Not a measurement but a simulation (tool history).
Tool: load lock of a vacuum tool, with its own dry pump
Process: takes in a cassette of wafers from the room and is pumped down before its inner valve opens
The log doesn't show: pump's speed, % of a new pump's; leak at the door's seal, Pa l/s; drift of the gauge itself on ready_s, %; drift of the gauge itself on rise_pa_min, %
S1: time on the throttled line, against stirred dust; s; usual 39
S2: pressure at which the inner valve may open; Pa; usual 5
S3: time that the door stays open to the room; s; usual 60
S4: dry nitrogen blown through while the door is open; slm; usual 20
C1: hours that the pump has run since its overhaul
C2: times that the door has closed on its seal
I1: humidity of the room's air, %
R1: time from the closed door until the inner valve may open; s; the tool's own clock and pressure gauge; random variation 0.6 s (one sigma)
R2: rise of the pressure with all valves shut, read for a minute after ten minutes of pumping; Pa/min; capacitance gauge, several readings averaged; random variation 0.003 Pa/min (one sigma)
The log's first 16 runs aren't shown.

run,day,S1,S2,S3,S4,C1,C2,I1,R1,R2
17,297.6,39,5,122,20,11135,40719,47.3,89.9,0.241
18,312.742,39,5,30,20,11499,42031,47.4,91.2,0.24
19,327.412,39,5,30,20,11851,43302,43.2,90.1,0.245
20,341.429,39,5,30,20,12187,44516,43,91.1,0.254
21,352.788,39,8,60,20,12460,45501,43.3,89.3,0.271
22,366.862,39,8,91,5,12797,46720,45.5,88.8,0.301
23,382.896,39,6,60,34,13182,48110,49.9,89.4,0.293
24,398.8,61,5,60,8,13564,49488,45.4,108.9,0.314
25,420.371,51,8,60,20,14082,51357,46.7,98.5,0.323
26,436.146,39,5,60,20,14460,52724,45.8,92.2,0.329
27,451.671,24,6,139,8,14833,54069,45.6,79,0.366
28,461.896,32,7,139,12,15078,54955,42.4,84.4,0.363
29,475.454,48,5,54,20,15404,56130,40.2,99.6,0.362
30,484.929,48,9,238,20,15631,56951,47.3,95.8,0.395
31,495.638,43,8,51,33,15888,57879,46.9,92.7,0.381
32,513.033,39,10,60,5,16306,59386,45.2,88.5,0.416
33,530.025,39,8,60,20,16713,60858,45.1,89.5,0.413
34,542.842,39,8,60,20,17021,61969,45.8,89.2,0.421
35,556.288,29,8,79,20,17344,63134,45.5,82.1,0.45
36,572.142,39,7,111,37,17724,64508,42.9,91.3,0.443

4 ways to go on from here, each from the tool as it stands after run 36. What would each give?
A,594.179,39,9,33,13,18253,66417,42.9,?,?
B,594.179,31,7,73,37,18253,66417,45.8,?,?
C,594.179,39,5,60,28,18253,66417,44,?,?
D,594.179,39,8,60,30,18253,66417,44.2,?,?

run,R1,R2
A,89.2,0.466
B,85.8,0.475
C,93.9,0.477
D,90.4,0.481
Without the tool's hidden state the same runs would have given:
run,R1,R2
A,82.8,0.021
B,79,0.021
C,86.9,0.025
D,83.9,0.025
